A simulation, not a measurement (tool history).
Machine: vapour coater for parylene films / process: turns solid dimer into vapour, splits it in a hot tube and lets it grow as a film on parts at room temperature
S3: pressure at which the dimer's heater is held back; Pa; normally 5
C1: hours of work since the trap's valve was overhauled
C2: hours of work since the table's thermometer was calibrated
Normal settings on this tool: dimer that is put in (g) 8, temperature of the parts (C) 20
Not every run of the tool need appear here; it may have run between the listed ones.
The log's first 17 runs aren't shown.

{"run": 18, "hour": 433.3, "dimer that is put in (g)": 8, "temperature of the parts (C)": 20, "S3": 9.1, "C1": 288, "C2": 688, "thickness of the film (µm)": 1.3}
{"run": 19, "hour": 461.1, "dimer that is put in (g)": 8, "temperature of the parts (C)": 20, "S3": 9.1, "C1": 312, "C2": 712, "thickness of the film (µm)": 1.29}
{"run": 20, "hour": 483.8, "dimer that is put in (g)": 8, "temperature of the parts (C)": 20, "S3": 9.1, "C1": 331, "C2": 732, "thickness of the film (µm)": 1.27}
{"run": 21, "hour": 509.2, "dimer that is put in (g)": 8, "temperature of the parts (C)": 14, "S3": 5, "C1": 353, "C2": 754, "thickness of the film (µm)": 1.74}
{"run": 22, "hour": 545.1, "dimer that is put in (g)": 8, "temperature of the parts (C)": 14, "S3": 5, "C1": 384, "C2": 785, "thickness of the film (µm)": 1.74}
{"run": 23, "hour": 565.0, "dimer that is put in (g)": 8, "temperature of the parts (C)": 14, "S3": 5, "C1": 401, "C2": 802, "thickness of the film (µm)": 1.75}
{"run": 24, "hour": 598.8, "dimer that is put in (g)": 8, "temperature of the parts (C)": 14, "S3": 5, "C1": 430, "C2": 831, "thickness of the film (µm)": 1.73}
{"hour": 615.8, "done": "trap's valve overhauled"}
{"run": 25, "hour": 619.2, "dimer that is put in (g)": 7, "temperature of the parts (C)": 19, "S3": 8.71, "C1": 3, "C2": 845, "thickness of the film (µm)": 1.17}
{"run": 26, "hour": 637.2, "dimer that is put in (g)": 7, "temperature of the parts (C)": 18, "S3": 3.34, "C1": 18, "C2": 861, "thickness of the film (µm)": 1.48}
{"run": 27, "hour": 664.8, "dimer that is put in (g)": 11, "temperature of the parts (C)": 30, "S3": 3.34, "C1": 42, "C2": 885, "thickness of the film (µm)": 1.63}
{"run": 28, "hour": 695.1, "dimer that is put in (g)": 11, "temperature of the parts (C)": 30, "S3": 3.34, "C1": 68, "C2": 911, "thickness of the film (µm)": 1.62}
{"run": 29, "hour": 720.9, "dimer that is put in (g)": 11, "temperature of the parts (C)": 30, "S3": 3.34, "C1": 91, "C2": 933, "thickness of the film (µm)": 1.64}
{"run": 30, "hour": 751.2, "dimer that is put in (g)": 5, "temperature of the parts (C)": 20, "S3": 5, "C1": 117, "C2": 959, "thickness of the film (µm)": 0.92}
{"run": 31, "hour": 785.5, "dimer that is put in (g)": 5, "temperature of the parts (C)": 20, "S3": 2.67, "C1": 146, "C2": 989, "thickness of the film (µm)": 1.05}
{"run": 32, "hour": 809.4, "dimer that is put in (g)": 5, "temperature of the parts (C)": 20, "S3": 5.59, "C1": 167, "C2": 1009, "thickness of the film (µm)": 0.89}
{"run": 33, "hour": 830.0, "dimer that is put in (g)": 8, "temperature of the parts (C)": 14, "S3": 5, "C1": 185, "C2": 1027, "thickness of the film (µm)": 1.73}
{"run": 34, "hour": 845.5, "dimer that is put in (g)": 5, "temperature of the parts (C)": 15, "S3": 4.32, "C1": 198, "C2": 1041, "thickness of the film (µm)": 1.1}
{"run": 35, "hour": 876.8, "dimer that is put in (g)": 5, "temperature of the parts (C)": 15, "S3": 4.32, "C1": 225, "C2": 1068, "thickness of the film (µm)": 1.1}
{"run": 36, "hour": 906.8, "dimer that is put in (g)": 5, "temperature of the parts (C)": 15, "S3": 4.32, "C1": 251, "C2": 1094, "thickness of the film (µm)": 1.09}
{"run": 37, "hour": 922.9, "dimer that is put in (g)": 7, "temperature of the parts (C)": 30, "S3": 3.37, "C1": 265, "C2": 1107, "thickness of the film (µm)": 1.04}
{"run": 38, "hour": 938.9, "dimer that is put in (g)": 4, "temperature of the parts (C)": 15, "S3": 4.8, "C1": 279, "C2": 1121, "thickness of the film (µm)": 0.86}
{"run": 39, "hour": 976.7, "dimer that is put in (g)": 4, "temperature of the parts (C)": 15, "S3": 4.8, "C1": 311, "C2": 1154, "thickness of the film (µm)": 0.85}
{"run": 40, "hour": 1005.0, "dimer that is put in (g)": 8, "temperature of the parts (C)": 15, "S3": 3.01, "C1": 336, "C2": 1178, "thickness of the film (µm)": 1.89}
{"run": 41, "hour": 1028.7, "dimer that is put in (g)": 8, "temperature of the parts (C)": 15, "S3": 3.01, "C1": 356, "C2": 1199, "thickness of the film (µm)": 1.86}
{"run": 42, "hour": 1052.1, "dimer that is put in (g)": 6, "temperature of the parts (C)": 16, "S3": 5, "C1": 376, "C2": 1219, "thickness of the film (µm)": 1.22}

Run 43 is up next; what results do you expect?
{"run": 43, "hour": 1071.2, "dimer that is put in (g)": 6, "temperature of the parts (C)": 16, "S3": 5, "C1": 393, "C2": 1235, "thickness of the film (µm)": "?"}

Run 43 measured thickness of the film (µm) 1.24.
The same run, on a tool lacking any hidden state, would have yielded thickness of the film (µm) 1.24.
